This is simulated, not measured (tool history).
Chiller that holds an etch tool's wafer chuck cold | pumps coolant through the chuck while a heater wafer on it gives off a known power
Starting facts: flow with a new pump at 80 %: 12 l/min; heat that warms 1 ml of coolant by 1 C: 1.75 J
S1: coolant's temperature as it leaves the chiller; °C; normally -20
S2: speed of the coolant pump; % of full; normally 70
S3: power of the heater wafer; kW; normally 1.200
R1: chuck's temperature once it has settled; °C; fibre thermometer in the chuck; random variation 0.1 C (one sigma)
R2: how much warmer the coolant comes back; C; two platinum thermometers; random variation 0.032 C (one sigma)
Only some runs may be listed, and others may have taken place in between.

Run 1, day 0.000: usual settings. Result: R1 -4.9 °C, R2 3.92 C.
Run 2, day 3.062: usual settings. Result: R1 -4.9 °C, R2 4.01 C.
Run 3, day 6.021: usual settings but S2 95 % of full. Result: R1 -8.7 °C, R2 2.95 C.
Run 4, day 11.733: usual settings but S2 95 % of full. Result: R1 -8.7 °C, R2 2.92 C.
Run 5, day 16.279: usual settings but S3 0.745 kW. Result: R1 -10.6 °C, R2 2.44 C.
Run 6, day 22.512: usual settings but S3 0.745 kW. Result: R1 -10.7 °C, R2 2.47 C.
Run 7, day 25.792: usual settings but S3 0.745 kW. Result: R1 -10.6 °C, R2 2.52 C.
Run 8, day 30.008: usual settings but S3 0.745 kW. Result: R1 -10.6 °C, R2 2.51 C.
Run 9, day 33.175: usual settings but S1 -21 °C, S3 0.757 kW. Result: R1 -11.5 °C, R2 2.52 C.
Run 10, day 36.600: usual settings but S1 -24 °C, S2 93 % of full. Result: R1 -12.4 °C, R2 3.02 C.
Run 11, day 41.917: usual settings but S1 -24 °C, S2 93 % of full. Result: R1 -12.4 °C, R2 3.04 C.
Run 12, day 46.675: usual settings but S1 -29 °C, S2 63 % of full, S3 1.638 kW. Result: R1 -6.3 °C, R2 6.03 C.
Run 13, day 49.550: usual settings but S2 67 % of full. Result: R1 -4.2 °C, R2 4.20 C.
Run 14, day 54.829: usual settings but S1 -21 °C, S2 64 % of full, S3 0.709 kW. Result: R1 -11.3 °C, R2 2.64 C.
At day 56.704: chiller's thermometer calibrated.
Run 15, day 60.608: usual settings but S1 -30 °C, S2 64 % of full, S3 0.709 kW. Result: R1 -20.4 °C, R2 2.70 C.
Run 16, day 65.758: usual settings but S1 -30 °C, S2 92 % of full, S3 0.709 kW. Result: R1 -23.2 °C, R2 1.79 C.

Predict each of these 3 candidate next runs independently; none follows another, all start after run 16:
Run A, day 70.554: usual settings but S1 -30 °C, S2 92 % of full, S3 0.847 kW. Result: R1 ?, R2 ?.
Run B, day 70.554: usual settings but S1 -28 °C, S2 87 % of full, S3 0.708 kW. Result: R1 ?, R2 ?.
Run C, day 70.554: usual settings but S1 -30 °C, S2 92 % of full, S3 1.656 kW. Result: R1 ?, R2 ?.

run     R1    R2
  A  -21.7  2.17
  B  -20.8  1.94
  C  -13.8  4.20
Without the tool's unlogged condition, the same runs would have read:
run     R1    R2
  A  -21.7  2.06
  B  -20.8  1.83
  C  -13.8  4.08
